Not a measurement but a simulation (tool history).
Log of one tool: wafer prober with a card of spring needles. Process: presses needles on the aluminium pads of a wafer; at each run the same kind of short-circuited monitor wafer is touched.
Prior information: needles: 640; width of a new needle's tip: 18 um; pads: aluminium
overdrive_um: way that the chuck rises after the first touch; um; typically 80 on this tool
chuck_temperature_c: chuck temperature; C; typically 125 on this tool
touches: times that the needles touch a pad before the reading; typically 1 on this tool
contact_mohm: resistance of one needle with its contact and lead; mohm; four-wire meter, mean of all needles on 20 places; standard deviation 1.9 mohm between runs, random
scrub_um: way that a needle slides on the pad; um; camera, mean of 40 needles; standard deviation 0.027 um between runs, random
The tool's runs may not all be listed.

run     day  overdrive_um  chuck_temperature_c  touches  contact_mohm  scrub_um
  1       0            80                  125        1           272     12.31
      0.288  -- tips cleaned on abrasive film
      0.767  -- tips cleaned on abrasive film
      1.067  -- height of the first contact set anew
      1.167  -- tips cleaned on abrasive film
      1.646  -- tips cleaned on abrasive film
      2.029  -- tips cleaned on abrasive film
      2.412  -- tips cleaned on abrasive film
  2   2.683            80                  125        1           300     12.47
      2.875  -- tips cleaned on abrasive film
      3.354  -- tips cleaned on abrasive film
      3.738  -- tips cleaned on abrasive film
      4.217  -- tips cleaned on abrasive film
      4.604  -- tips cleaned on abrasive film
      5.083  -- tips cleaned on abrasive film
      5.467  -- tips cleaned on abrasive film
  3   5.475            80                  125        1           222     12.43
      5.862  -- tips cleaned on abrasive film
      6.342  -- tips cleaned on abrasive film
      6.725  -- tips cleaned on abrasive film
      7.133  -- tips cleaned on abrasive film
  4   7.133            80                  125        1           213     12.38
      7.517  -- tips cleaned on abrasive film
      7.904  -- tips cleaned on abrasive film
      8.288  -- tips cleaned on abrasive film
      8.767  -- tips cleaned on abrasive film
       9.15  -- tips cleaned on abrasive film
  5   9.258            80                  125        1           283     12.28
       9.55  -- tips cleaned on abrasive film
      9.933  -- tips cleaned on abrasive film
     10.325  -- height of the first contact set anew
     10.425  -- tips cleaned on abrasive film
     10.904  -- tips cleaned on abrasive film
     11.288  -- tips cleaned on abrasive film
  6  11.642            80                  125        1           337     12.54
     11.742  -- tips cleaned on abrasive film
     12.125  -- tips cleaned on abrasive film
     12.512  -- tips cleaned on abrasive film
     12.896  -- tips cleaned on abrasive film
  7  13.242            80                  125        1           330     12.48
     13.342  -- tips cleaned on abrasive film
     13.821  -- tips cleaned on abrasive film
       14.3  -- tips cleaned on abrasive film
     14.779  -- tips cleaned on abrasive film
     15.162  -- tips cleaned on abrasive film
     15.642  -- tips cleaned on abrasive film
  8  15.908            80                  125        1           328     12.43
       16.1  -- tips cleaned on abrasive film
     16.483  -- tips cleaned on abrasive film
     16.871  -- tips cleaned on abrasive film
     17.254  -- tips cleaned on abrasive film
     17.638  -- tips cleaned on abrasive film
     18.117  -- tips cleaned on abrasive film
       18.5  -- tips cleaned on abrasive film
  9  18.654            80                  125        1           310     12.26
     18.942  -- tips cleaned on abrasive film
     19.325  -- tips cleaned on abrasive film
     19.625  -- height of the first contact set anew
     19.725  -- tips cleaned on abrasive film
     20.108  -- tips cleaned on abrasive film
 10  20.121            86                  123        1           224     13.46
     20.504  -- tips cleaned on abrasive film
     20.983  -- tips cleaned on abrasive film
     21.462  -- tips cleaned on abrasive film
     21.942  -- tips cleaned on abrasive film
 11  22.108            61                   90        1           365       9.5
     22.396  -- tips cleaned on abrasive film
     22.875  -- tips cleaned on abrasive film
     23.258  -- tips cleaned on abrasive film
     23.738  -- tips cleaned on abrasive film
     24.217  -- tips cleaned on abrasive film
     24.696  -- tips cleaned on abrasive film
 12  24.892            61                   90        1           399       9.4
     25.088  -- tips cleaned on abrasive film
     25.471  -- tips cleaned on abrasive film
     25.858  -- tips cleaned on abrasive film
     26.338  -- tips cleaned on abrasive film
 13  26.692            61                   90        1           460      9.32
     26.792  -- tips cleaned on abrasive film
     27.175  -- tips cleaned on abrasive film
     27.654  -- tips cleaned on abrasive film
     28.042  -- tips cleaned on abrasive film
     28.425  -- tips cleaned on abrasive film
 14  28.483            61                   90        1           316       9.3
     28.867  -- tips cleaned on abrasive film
     28.879  -- height of the first contact set anew
     29.358  -- tips cleaned on abrasive film
     29.746  -- tips cleaned on abrasive film
     30.129  -- tips cleaned on abrasive film
 15  30.508            65                   90        2           342     10.14
     30.604  -- tips cleaned on abrasive film
     30.992  -- tips cleaned on abrasive film
     31.471  -- tips cleaned on abrasive film
     31.854  -- tips cleaned on abrasive film
     32.238  -- tips cleaned on abrasive film
     32.621  -- tips cleaned on abrasive film
       33.1  -- tips cleaned on abrasive film
 16  33.242            78                   90        2           262     12.14
     33.533  -- tips cleaned on abrasive film
     33.917  -- tips cleaned on abrasive film
     34.396  -- tips cleaned on abrasive film
 17  34.729            88                   81        2           276     13.63
     34.829  -- tips cleaned on abrasive film
     35.212  -- tips cleaned on abrasive film
     35.692  -- tips cleaned on abrasive film
     36.171  -- tips cleaned on abrasive film
     36.558  -- tips cleaned on abrasive film
     37.038  -- tips cleaned on abrasive film
 18    37.3            92                   30        1           301     14.16

Below, some changes in contact_mohm between adjacent runs. For each, the amount present without the hidden state too (settings, incoming material, random variation) and the amount remaining for the hidden state with gauge scatter not shared by both compared results:
What the log doesn't record here: debris on the tips, nm; way that the needles fall short of the set height, um; tips' diameter, um; drift of the gauge itself on contact_mohm, %; drift of the gauge itself on scrub_um, %.
Run 13 -> 14: tips cleaned on abrasive film, tips cleaned on abrasive film, tips cleaned on abrasive film, tips cleaned on abrasive film, tips cleaned on abrasive film. contact_mohm -144 mohm: hidden state -144, all else +0.

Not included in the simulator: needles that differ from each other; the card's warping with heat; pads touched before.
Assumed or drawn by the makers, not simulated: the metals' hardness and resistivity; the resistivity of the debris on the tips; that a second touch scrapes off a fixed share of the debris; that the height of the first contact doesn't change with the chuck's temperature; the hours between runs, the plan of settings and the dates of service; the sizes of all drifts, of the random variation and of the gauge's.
